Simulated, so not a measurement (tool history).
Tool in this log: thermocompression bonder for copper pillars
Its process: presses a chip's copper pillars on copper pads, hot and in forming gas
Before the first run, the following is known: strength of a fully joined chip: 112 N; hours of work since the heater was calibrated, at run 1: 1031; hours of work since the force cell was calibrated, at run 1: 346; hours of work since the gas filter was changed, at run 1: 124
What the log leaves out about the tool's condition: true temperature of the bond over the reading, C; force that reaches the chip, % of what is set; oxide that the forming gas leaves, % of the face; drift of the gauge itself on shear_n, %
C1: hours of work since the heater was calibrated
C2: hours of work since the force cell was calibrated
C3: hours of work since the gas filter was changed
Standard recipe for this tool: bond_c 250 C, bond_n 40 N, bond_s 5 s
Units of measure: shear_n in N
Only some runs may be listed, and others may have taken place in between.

run 1 day=0.000 | bond_c=250 bond_n=40 bond_s=5 | C1=1031 C2=346 C3=124 | shear_n=73.1
run 2 day=0.479 | bond_c=250 bond_n=40 bond_s=5 | C1=1039 C2=354 C3=132 | shear_n=72.8
run 3 day=0.967 | bond_c=250 bond_n=40 bond_s=5 | C1=1047 C2=362 C3=141 | shear_n=73.8
run 4 day=1.529 | bond_c=250 bond_n=40 bond_s=5 | C1=1056 C2=371 C3=150 | shear_n=73.8
run 5 day=1.983 | bond_c=268 bond_n=40 bond_s=5 | C1=1064 C2=379 C3=158 | shear_n=85.0
run 6 day=2.575 | bond_c=268 bond_n=40 bond_s=5 | C1=1074 C2=389 C3=167 | shear_n=86.6
-- day=3.196 heater calibrated with a thermocouple chip
run 7 day=3.654 | bond_c=268 bond_n=40 bond_s=5 | C1=8 C2=405 C3=184 | shear_n=78.6
run 8 day=4.596 | bond_c=268 bond_n=40 bond_s=5 | C1=23 C2=421 C3=200 | shear_n=78.4
run 9 day=5.612 | bond_c=250 bond_n=40 bond_s=5 | C1=40 C2=438 C3=217 | shear_n=64.0
run 10 day=6.162 | bond_c=258 bond_n=50 bond_s=4 | C1=49 C2=447 C3=226 | shear_n=79.1
run 11 day=6.721 | bond_c=258 bond_n=50 bond_s=4 | C1=59 C2=457 C3=235 | shear_n=78.5
run 12 day=7.221 | bond_c=265 bond_n=32 bond_s=4 | C1=67 C2=465 C3=244 | shear_n=59.3
run 13 day=7.783 | bond_c=265 bond_n=36 bond_s=3 | C1=77 C2=474 C3=253 | shear_n=59.9
run 14 day=8.767 | bond_c=265 bond_n=29 bond_s=4 | C1=93 C2=491 C3=269 | shear_n=53.1
run 15 day=9.304 | bond_c=265 bond_n=29 bond_s=4 | C1=102 C2=500 C3=278 | shear_n=54.1
run 16 day=10.296 | bond_c=250 bond_n=53 bond_s=5 | C1=118 C2=516 C3=295 | shear_n=78.7
run 17 day=11.196 | bond_c=250 bond_n=24 bond_s=5 | C1=133 C2=531 C3=310 | shear_n=38.0
run 18 day=11.912 | bond_c=250 bond_n=24 bond_s=5 | C1=145 C2=543 C3=322 | shear_n=38.3

For some of the steps in shear_n from one run to the next: how much would appear even if the tool had no hidden state, given the settings, what came in and random variation, and how much remains for the hidden state plus any gauge scatter that the measured result and the result without hidden state don't share?
Run 6 -> 7: heater calibrated with a thermocouple chip. shear_n -8.0 N: hidden state -7.4, all else -0.6.
Run 16 -> 17: bond_n 53 -> 24. shear_n -40.7 N: hidden state +2.9, all else -43.6.
